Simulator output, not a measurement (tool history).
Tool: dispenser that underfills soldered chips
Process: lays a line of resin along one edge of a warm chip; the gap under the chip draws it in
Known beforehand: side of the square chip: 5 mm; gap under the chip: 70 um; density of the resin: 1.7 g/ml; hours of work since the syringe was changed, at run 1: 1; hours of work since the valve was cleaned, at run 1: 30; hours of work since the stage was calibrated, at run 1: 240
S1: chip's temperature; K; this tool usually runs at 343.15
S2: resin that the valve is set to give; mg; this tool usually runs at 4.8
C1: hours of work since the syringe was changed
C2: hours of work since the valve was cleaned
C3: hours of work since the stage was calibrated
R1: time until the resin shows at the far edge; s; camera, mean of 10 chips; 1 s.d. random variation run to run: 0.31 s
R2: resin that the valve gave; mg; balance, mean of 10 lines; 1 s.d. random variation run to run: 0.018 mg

run,day,S1,S2,C1,C2,C3,R1,R2
1,0,343.15,4.8,1,30,240,10.2,4.76
# day 0.338: new syringe of resin
2,0.588,343.15,4.8,4,40,250,13.9,4.75
# day 0.7: new syringe of resin
# day 1.058: new syringe of resin
3,1.108,343.15,4.15,1,49,259,10.7,4.06
# day 1.429: new syringe of resin
4,1.446,343.15,4.15,0,55,265,9.9,4.07
# day 1.738: dispensing valve cleaned and set on the balance
# day 1.842: new syringe of resin
5,1.888,348.15,4.8,1,2,271,8.7,4.8
# day 2.221: new syringe of resin
6,2.354,348.15,4.8,2,10,279,10.3,4.76
# day 2.592: new syringe of resin
7,2.675,348.15,4.8,1,16,284,8.9,4.77
# day 2.95: new syringe of resin
8,3.088,343.15,4.8,2,22,291,11.1,4.79
# day 3.329: new syringe of resin
9,3.604,343.15,4.8,5,31,300,14.5,4.77
# day 3.717: new syringe of resin
10,3.942,343.15,4.26,4,37,306,13.2,4.2
# day 4.117: new syringe of resin
11,4.408,343.15,5.35,5,45,314,14.6,5.27
# day 4.5: new syringe of resin
12,4.75,354.15,4.81,4,50,319,10.4,4.7
# day 4.9: new syringe of resin
13,5.067,347.15,5.67,3,56,325,10.4,5.57
# day 5.254: new syringe of resin
# day 5.296: dispensing valve cleaned and set on the balance
14,5.579,336.15,4.13,5,5,332,18.8,4.11
# day 5.679: new syringe of resin
15,5.95,336.15,4.13,5,11,339,18.3,4.07
# day 6.054: new syringe of resin
# day 6.421: new syringe of resin
16,6.421,328.15,4.23,0,19,346,15.5,4.19
# day 6.8: new syringe of resin
17,7.096,340.15,5.72,5,30,358,15.5,5.62
# day 7.158: new syringe of resin
18,7.467,340.15,5.72,5,36,364,16.1,5.6
# day 7.529: new syringe of resin
19,7.854,330.15,5.39,6,43,371,22.6,5.3
# day 7.904: new syringe of resin
20,8.142,343.15,4.52,4,48,375,14.1,4.44

Below are 5 alternative next runs, each starting from the tool's condition after run 20. Predict each:
# day 8.275: new syringe of resin
# day 8.662: new syringe of resin
A,8.662,352.15,4.52,0,56,384,?,?
# day 8.275: new syringe of resin
# day 8.662: new syringe of resin
B,8.662,356.15,4.67,0,56,384,?,?
# day 8.275: new syringe of resin
# day 8.662: new syringe of resin
C,8.662,330.15,4.8,0,56,384,?,?
# day 8.275: new syringe of resin
# day 8.662: new syringe of resin
D,8.662,329.15,4.52,0,56,384,?,?
# day 8.275: new syringe of resin
# day 8.662: new syringe of resin
E,8.662,345.15,4.39,0,56,384,?,?

run,R1,R2
A,7.9,4.4
B,6.8,4.58
C,14.7,4.71
D,14.9,4.44
E,9.3,4.31
The same runs, with their run-to-run variation unchanged, on a tool lacking any hidden condition would have given:
run,R1,R2
A,7.7,4.49
B,6.7,4.67
C,14.3,4.8
D,14.5,4.53
E,9.1,4.39

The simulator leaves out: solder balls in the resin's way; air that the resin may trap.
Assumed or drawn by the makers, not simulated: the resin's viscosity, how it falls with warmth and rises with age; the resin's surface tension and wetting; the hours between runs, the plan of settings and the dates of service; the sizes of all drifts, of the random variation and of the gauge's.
